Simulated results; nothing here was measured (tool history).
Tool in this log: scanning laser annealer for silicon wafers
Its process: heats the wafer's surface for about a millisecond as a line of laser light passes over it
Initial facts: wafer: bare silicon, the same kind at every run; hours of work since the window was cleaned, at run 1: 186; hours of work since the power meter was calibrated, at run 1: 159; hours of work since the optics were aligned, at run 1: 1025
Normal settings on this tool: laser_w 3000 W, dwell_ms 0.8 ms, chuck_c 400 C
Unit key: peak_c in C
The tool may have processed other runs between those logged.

run	hour	laser_w	dwell_ms	chuck_c	hours of work since the window was cleaned	hours of work since the power meter was calibrated	hours of work since the optics were aligned	peak_c
1	0	3000	0.8	400	186	159	1025	1116
2	9.7	3000	0.8	400	192	165	1031	1118
3	18.9	3000	0.8	400	197	170	1037	1119
4	25	3000	0.8	400	201	174	1040	1115
5	30.2	3000	0.8	400	204	177	1043	1116
6	38.2	3000	0.8	400	209	182	1048	1115
7	42.9	3234	0.8	400	212	185	1051	1183
8	52.2	3000	0.8	395	217	190	1056	1110
9	61.6	3000	0.8	395	223	196	1062	1111
10	68.9	2895	0.8	400	227	200	1066	1085
11	75	2895	0.8	400	231	204	1070	1086
12	82.7	3184	0.932	407	235	208	1074	1237
13	90	3000	0.8	388	240	213	1079	1100
14	98.6	2739	0.8	388	245	218	1084	1030
15	108.5	2739	0.8	388	251	224	1090	1029
16	113.9	2580	0.624	401	254	227	1093	928
17	125	2898	0.953	404	260	233	1100	1153
18	134.6	3000	0.595	409	266	239	1105	1022

What if the next run were any one of these 3? Each begins from the tool's condition after run 18:
A	140.5	3167	0.59	402	270	243	1109	?
B	140.5	3254	0.8	400	270	243	1109	?
C	140.5	3000	0.753	367	270	243	1109	?

run	peak_c
A	1055
B	1186
C	1063
What these runs would have given with no unlogged condition in the tool:
run	peak_c
A	1055
B	1187
C	1064
